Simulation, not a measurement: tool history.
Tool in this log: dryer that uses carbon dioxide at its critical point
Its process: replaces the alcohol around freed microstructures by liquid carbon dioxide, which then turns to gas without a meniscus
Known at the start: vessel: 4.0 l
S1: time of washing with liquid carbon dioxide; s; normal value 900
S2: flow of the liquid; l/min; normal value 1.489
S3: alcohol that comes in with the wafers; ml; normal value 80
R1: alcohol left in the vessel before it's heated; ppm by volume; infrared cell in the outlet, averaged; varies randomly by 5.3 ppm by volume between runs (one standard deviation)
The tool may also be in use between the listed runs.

run,day,S1,S2,S3,R1
1,0,900,1.489,80,210
2,0.9,900,1.489,80,206
3,2.196,900,1.489,80,218
4,3.975,900,1.489,80,226
5,4.771,900,1.489,80,226
6,6.462,900,1.489,80,241
# day 7.942: inlet filter changed
7,8.121,900,1.489,80,139
8,9.104,900,1.489,80,152
9,10,900,1.489,80,149
10,10.754,900,1.489,80,155
11,12.546,900,1.489,80,146
12,13.367,900,1.489,80,156
13,14.692,900,1.489,80,154
14,15.871,900,1.489,80,169
15,17.338,900,0.9,80,942
16,18.362,900,1.489,22,79
17,20.162,900,1.489,80,172
18,21.958,900,1.489,80,195
19,22.917,900,1.489,80,198
20,24.167,900,1.489,80,198
21,25.288,900,1.489,80,197
22,26.742,900,1.489,80,202
23,28.404,900,1.489,80,208
24,29.862,780,1.489,60,287
25,31.612,600,1.489,80,912
26,33.217,600,1.489,80,860
27,34.642,600,1.489,80,883
28,36.108,600,1.489,80,924
29,37.658,1080,1.66,80,115
30,39.425,900,1.55,22,114
31,40.512,900,2.39,80,80
32,42.246,840,1.489,39,207
33,43.954,900,1.32,80,413
34,45.754,600,1.24,102,2111
35,46.529,1260,1.489,36,90
# day 46.646: inlet filter changed
36,47.929,1260,1.489,36,86
37,49.75,1260,1.489,36,85
38,51.404,1260,1.2,36,109
39,53.117,1260,1.2,36,121
40,54.246,1260,1.85,89,91
41,56.033,1260,1.45,89,118
42,57.233,780,1.489,54,281
43,58.933,1260,1.7,80,101
44,60.575,1080,2.23,22,90
45,61.804,1260,1.13,60,171
46,63.575,900,1.94,60,126

Same runs, no hidden state in the tool, same run-to-run variation:
Hidden state at play: flow that reaches the vessel past the clogged filter, %; alcohol in the recycled carbon dioxide, ppm; drift of the gauge itself on alcohol_ppm, %.
run,R1
1,120
2,113
3,121
4,120
5,117
6,123
7,113
8,123
9,118
10,121
11,107
12,114
13,107
14,119
15,822
16,35
17,106
18,122
19,123
20,119
21,116
22,114
23,113
24,176
25,666
26,613
27,619
28,641
29,33
30,33
31,8
32,87
33,208
34,1455
35,8
36,9
37,5
38,27
39,36
40,5
41,25
42,160
43,10
44,0
45,56
46,22

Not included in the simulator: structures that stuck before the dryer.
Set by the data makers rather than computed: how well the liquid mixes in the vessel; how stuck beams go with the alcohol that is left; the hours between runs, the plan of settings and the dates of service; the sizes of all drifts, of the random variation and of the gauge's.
